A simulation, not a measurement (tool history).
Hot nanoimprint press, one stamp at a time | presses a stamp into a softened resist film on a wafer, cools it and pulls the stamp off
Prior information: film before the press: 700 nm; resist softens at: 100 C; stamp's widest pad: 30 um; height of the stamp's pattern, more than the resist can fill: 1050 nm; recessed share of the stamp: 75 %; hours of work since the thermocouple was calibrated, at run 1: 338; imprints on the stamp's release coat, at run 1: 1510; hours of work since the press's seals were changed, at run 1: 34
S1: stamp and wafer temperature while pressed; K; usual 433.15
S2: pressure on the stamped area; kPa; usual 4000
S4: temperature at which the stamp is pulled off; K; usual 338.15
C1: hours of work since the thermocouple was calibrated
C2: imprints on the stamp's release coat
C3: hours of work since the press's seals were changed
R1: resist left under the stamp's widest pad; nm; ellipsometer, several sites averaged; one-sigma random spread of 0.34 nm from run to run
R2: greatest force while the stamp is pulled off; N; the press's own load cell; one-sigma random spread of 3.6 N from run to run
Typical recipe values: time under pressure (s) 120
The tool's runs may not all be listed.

Run 1, hour 0.0: usual settings; C1 338; C2 1510; C3 34. Result: R1 351.1 nm, R2 247 N.
Run 2, hour 13.7: usual settings but S4 341.15 K; C1 346; C2 1564; C3 41. Result: R1 351.8 nm, R2 233 N.
Run 3, hour 25.5: usual settings but S4 341.15 K; C1 352; C2 1610; C3 48. Result: R1 350.6 nm, R2 236 N.
Run 4, hour 33.3: usual settings but S4 341.15 K; C1 356; C2 1641; C3 52. Result: R1 351.2 nm, R2 226 N.
Run 5, hour 42.8: usual settings but S4 341.15 K; C1 361; C2 1679; C3 57. Result: R1 350.5 nm, R2 233 N.
Run 6, hour 58.4: usual settings but S4 327.15 K; C1 370; C2 1740; C3 65. Result: R1 351.3 nm, R2 300 N.
Run 7, hour 74.6: usual settings but S4 327.15 K; C1 379; C2 1804; C3 74. Result: R1 350.7 nm, R2 302 N.
Run 8, hour 83.9: usual settings but S4 327.15 K; C1 384; C2 1840; C3 79. Result: R1 351.0 nm, R2 299 N.
Run 9, hour 95.2: usual settings; C1 390; C2 1885; C3 85. Result: R1 350.9 nm, R2 251 N.
Run 10, hour 108.6: usual settings; C1 397; C2 1938; C3 92. Result: R1 350.2 nm, R2 257 N.
Run 11, hour 118.4: usual settings but time under pressure (s) 85; C1 402; C2 1976; C3 98. Result: R1 392.7 nm, R2 259 N.
Run 12, hour 134.2: usual settings but time under pressure (s) 85; C1 411; C2 2039; C3 106. Result: R1 392.9 nm, R2 253 N.
Run 13, hour 150.0: usual settings but time under pressure (s) 85; C1 419; C2 2101; C3 115. Result: R1 392.7 nm, R2 256 N.
Run 14, hour 163.4: usual settings but time under pressure (s) 85; C1 426; C2 2154; C3 122. Result: R1 393.2 nm, R2 255 N.
Run 15, hour 179.6: usual settings but time under pressure (s) 85; C1 435; C2 2218; C3 131. Result: R1 392.8 nm, R2 264 N.
Run 16, hour 195.9: usual settings but time under pressure (s) 85, S4 330.15 K; C1 444; C2 2282; C3 139. Result: R1 392.4 nm, R2 291 N.
At hour 207.4: plate thermocouple calibrated.
Run 17, hour 214.0: usual settings but time under pressure (s) 85, S4 330.15 K; C1 4; C2 2341; C3 148. Result: R1 407.5 nm, R2 309 N.
Run 18, hour 229.9: usual settings but S1 437.15 K, S2 4460 kPa, time under pressure (s) 216, S4 324.15 K; C1 12; C2 2404; C3 156. Result: R1 237.3 nm, R2 337 N.
Run 19, hour 240.1: usual settings but S2 3110 kPa; C1 18; C2 2444; C3 162. Result: R1 405.5 nm, R2 277 N.
At hour 248.6: stamp cleaned and given a new release coat.
Run 20, hour 259.7: usual settings but S1 423.15 K, S2 3800 kPa, time under pressure (s) 199, S4 340.15 K; C1 25; C2 44; C3 169. Result: R1 459.0 nm, R2 205 N.
Run 21, hour 272.8: usual settings but S1 425.15 K, S2 3800 kPa, time under pressure (s) 218, S4 340.15 K; C1 32; C2 96; C3 176. Result: R1 416.3 nm, R2 199 N.

Forecast run 22:
Run 22, hour 289.2: usual settings but S2 3420 kPa, S4 340.15 K; C1 41; C2 160; C3 185. Result: R1 ?, R2 ?.

R1: 389.8 nm
R2: 197 N
Were there no unlogged condition in the tool, this run, its random variation unchanged, would have produced R1 386.1 nm, R2 191 N.
